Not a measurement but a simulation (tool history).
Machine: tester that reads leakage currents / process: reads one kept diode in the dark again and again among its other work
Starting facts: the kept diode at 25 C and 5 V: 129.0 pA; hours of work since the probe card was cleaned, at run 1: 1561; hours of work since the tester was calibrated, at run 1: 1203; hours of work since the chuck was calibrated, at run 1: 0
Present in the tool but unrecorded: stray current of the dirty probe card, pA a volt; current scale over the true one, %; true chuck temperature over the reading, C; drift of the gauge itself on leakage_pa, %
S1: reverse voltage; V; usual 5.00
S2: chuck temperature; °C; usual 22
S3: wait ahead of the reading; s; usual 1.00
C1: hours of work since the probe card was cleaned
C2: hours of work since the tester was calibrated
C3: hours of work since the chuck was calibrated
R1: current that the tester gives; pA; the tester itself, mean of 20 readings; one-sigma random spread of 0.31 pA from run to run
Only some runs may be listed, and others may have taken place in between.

run      day     S1  S2    S3    C1    C2   C3       R1
  1    0.000   5.00  22  1.00  1561  1203    0   107.67
  2    3.808   5.00  22  1.00  1617  1260   57   106.46
  3    6.825   6.89  22  1.00  1662  1305  101   119.92
  4   10.304   6.89  34  1.00  1714  1357  153   285.36
  5   13.825   6.89  34  1.00  1766  1409  205   285.29
      17.171  -- probe card cleaned and baked
  6   17.562   6.89  34  1.00     6  1463  259   271.62
  7   19.462   6.89  34  1.00    34  1491  287   270.50
  8   21.504   6.89  34  1.00    64  1521  318   269.77
  9   23.521   6.89  34  1.00    94  1551  348   268.39
 10   26.492   5.00  22  0.61   139  1595  392    96.29
 11   29.708   8.95  22  1.00   186  1643  440   115.38
 12   32.208   8.95  22  1.00   223  1680  477   115.02
      32.567  -- tester calibrated
 13   35.733   8.95  22  1.00   275    47  528   113.61
 14   39.421   8.95  22  1.00   329   102  583   113.18
 15   43.342   8.95  22  1.00   388   160  641   112.68
      44.704  -- chuck's temperature calibrated
 16   45.788   5.00  22  1.00   423   195   16   103.33
 17   49.042   5.00  22  1.00   471   244   64   101.98
 18   53.362   5.00  22  1.00   535   308  129   100.89
      55.708  -- tester calibrated, once more
 19   55.996   5.00  22  1.00   573     4  167   102.37
 20   59.862   3.22  22  2.63   631    62  224    85.59
 21   63.088   1.53  40  7.61   679   110  272   261.48
 22   65.629  11.98  27  1.00   716   147  310   200.74
 23   67.488  11.98  27  1.00   744   175  337   200.13
 24   70.775   1.03  25  1.42   793   224  386    72.59
 25   73.883   2.48  57  0.50   839   270  432   956.04
 26   78.138   5.00  26  1.30   902   333  496   132.18
 27   82.350  19.95  22  0.38   965   396  558   176.00
 28   86.583   9.44  39  0.68  1028   459  621   424.40
      89.542  -- chuck's temperature calibrated
 29   90.121   2.45  27  0.78  1079   510    9   123.66
 30   93.438   5.00  55  3.46  1128   559   58  1125.57
 31   97.129  16.67  36  0.51  1183   614  113   468.16
 32  100.675  16.67  47  0.51  1236   667  165   988.02
 33  103.633  16.67  47  0.51  1280   711  209   980.17
 34  106.088  16.67  47  0.51  1316   747  246   973.74
 35  109.625   1.42  36  8.64  1369   800  298   191.06
 36  112.729   2.37  22  0.34  1415   846  345    79.89
 37  115.004   5.00  27  0.37  1449   880  378   152.40
 38  117.529   2.07  32  0.50  1486   917  416   159.70

Consider 3 possible next runs. They are alternatives, not a sequence: every one starts from the tool as it was left by run 38. What does each give?
  A  120.325   4.11  23  1.78  1528  959  457   ?
  B  120.325  10.54  23  2.32  1528  959  457   ?
  C  120.325   5.00  23  1.90  1528  959  457   ?

run      R1
  A  101.22
  B  145.08
  C  108.76
With the hidden condition removed and each run's random variation left untouched, the same runs would have given:
run      R1
  A  103.77
  B  142.49
  C  110.73
